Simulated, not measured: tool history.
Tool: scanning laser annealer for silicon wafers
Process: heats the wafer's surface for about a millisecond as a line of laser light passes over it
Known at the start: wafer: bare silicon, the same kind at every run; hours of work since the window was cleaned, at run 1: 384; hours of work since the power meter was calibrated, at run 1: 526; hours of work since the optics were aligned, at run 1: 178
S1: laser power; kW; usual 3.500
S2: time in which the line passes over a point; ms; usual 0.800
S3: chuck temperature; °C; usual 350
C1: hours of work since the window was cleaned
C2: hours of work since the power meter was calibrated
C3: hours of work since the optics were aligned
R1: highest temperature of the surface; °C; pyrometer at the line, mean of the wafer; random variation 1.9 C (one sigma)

run 1 hour=0.0 | S1=3.500 S2=0.800 S3=350 | C1=384 C2=526 C3=178 | R1=1158
run 2 hour=23.1 | S1=3.500 S2=0.652 S3=350 | C1=395 C2=537 C3=189 | R1=1082
run 3 hour=50.6 | S1=3.500 S2=0.881 S3=350 | C1=408 C2=551 C3=203 | R1=1196
run 4 hour=75.3 | S1=3.500 S2=0.881 S3=350 | C1=420 C2=563 C3=215 | R1=1196
run 5 hour=107.9 | S1=3.500 S2=0.800 S3=350 | C1=436 C2=578 C3=230 | R1=1157
run 6 hour=130.1 | S1=3.500 S2=0.800 S3=350 | C1=447 C2=589 C3=241 | R1=1158
run 7 hour=158.2 | S1=3.355 S2=0.800 S3=350 | C1=460 C2=603 C3=255 | R1=1114
run 8 hour=176.0 | S1=3.500 S2=0.800 S3=350 | C1=469 C2=611 C3=263 | R1=1154
run 9 hour=194.4 | S1=3.500 S2=0.800 S3=350 | C1=478 C2=620 C3=272 | R1=1157
run 10 hour=221.6 | S1=3.500 S2=0.800 S3=350 | C1=491 C2=633 C3=285 | R1=1155
run 11 hour=254.1 | S1=3.500 S2=0.800 S3=350 | C1=506 C2=649 C3=301 | R1=1155
run 12 hour=284.7 | S1=3.500 S2=0.800 S3=350 | C1=521 C2=664 C3=316 | R1=1158
run 13 hour=306.7 | S1=3.500 S2=0.800 S3=350 | C1=532 C2=674 C3=326 | R1=1157
run 14 hour=341.7 | S1=3.500 S2=0.800 S3=350 | C1=549 C2=691 C3=343 | R1=1155
run 15 hour=378.0 | S1=3.500 S2=0.800 S3=313 | C1=566 C2=709 C3=361 | R1=1114
-- hour=383.4 laser's power meter calibrated
run 16 hour=410.6 | S1=3.500 S2=0.800 S3=313 | C1=581 C2=13 C3=375 | R1=1114
run 17 hour=429.3 | S1=3.500 S2=0.800 S3=313 | C1=590 C2=22 C3=384 | R1=1114
run 18 hour=456.0 | S1=3.500 S2=0.800 S3=313 | C1=603 C2=35 C3=397 | R1=1114
run 19 hour=487.7 | S1=3.033 S2=0.936 S3=333 | C1=618 C2=50 C3=413 | R1=1050
run 20 hour=523.4 | S1=3.033 S2=0.934 S3=332 | C1=635 C2=68 C3=430 | R1=1050
run 21 hour=548.4 | S1=3.480 S2=0.871 S3=342 | C1=647 C2=80 C3=442 | R1=1170
run 22 hour=564.7 | S1=3.480 S2=0.871 S3=342 | C1=655 C2=88 C3=450 | R1=1170
run 23 hour=589.0 | S1=3.447 S2=0.596 S3=327 | C1=667 C2=99 C3=461 | R1=1006
-- hour=608.8 laser's power meter calibrated, once more
run 24 hour=626.5 | S1=3.374 S2=0.999 S3=314 | C1=684 C2=9 C3=478 | R1=1163
run 25 hour=643.3 | S1=3.374 S2=0.999 S3=314 | C1=692 C2=17 C3=486 | R1=1165
run 26 hour=659.5 | S1=3.046 S2=0.563 S3=322 | C1=700 C2=25 C3=494 | R1=885
run 27 hour=679.7 | S1=3.500 S2=0.800 S3=326 | C1=709 C2=34 C3=504 | R1=1127
run 28 hour=706.0 | S1=3.312 S2=0.800 S3=335 | C1=722 C2=47 C3=517 | R1=1081
run 29 hour=738.5 | S1=3.312 S2=0.631 S3=335 | C1=738 C2=63 C3=532 | R1=997
run 30 hour=771.1 | S1=3.781 S2=0.760 S3=357 | C1=753 C2=78 C3=548 | R1=1217
run 31 hour=796.5 | S1=3.652 S2=0.882 S3=322 | C1=766 C2=91 C3=560 | R1=1206
run 32 hour=820.8 | S1=3.652 S2=0.882 S3=322 | C1=777 C2=102 C3=572 | R1=1208
run 33 hour=840.5 | S1=3.652 S2=0.882 S3=322 | C1=787 C2=112 C3=582 | R1=1210
run 34 hour=865.2 | S1=3.652 S2=0.882 S3=322 | C1=799 C2=124 C3=593 | R1=1206
run 35 hour=882.8 | S1=3.556 S2=0.822 S3=364 | C1=807 C2=132 C3=602 | R1=1190
run 36 hour=898.0 | S1=3.556 S2=0.822 S3=364 | C1=815 C2=140 C3=609 | R1=1191

Hidden state or all else? Some run-to-run changes of R1, split into what the settings, what came in and random variation would give without the hidden state, and what is left for the hidden state (with any gauge scatter that isn't in both results):
The hidden state here: light that passes the window, % of a clean one's; laser's true power over the reading, %; width of the line over the set one, %; drift of the gauge itself on peak_c, C.
Run 25 -> 26: S1 3.374 -> 3.046, S2 0.999 -> 0.563, S3 314 -> 322. R1 -280 °C: hidden state +9, all else -289.
Run 26 -> 27: S1 3.046 -> 3.500, S2 0.563 -> 0.800, S3 322 -> 326. R1 +242 °C: hidden state -8, all else +250.
Run 29 -> 30: S1 3.312 -> 3.781, S2 0.631 -> 0.760, S3 335 -> 357. R1 +220 °C: hidden state -6, all else +226.
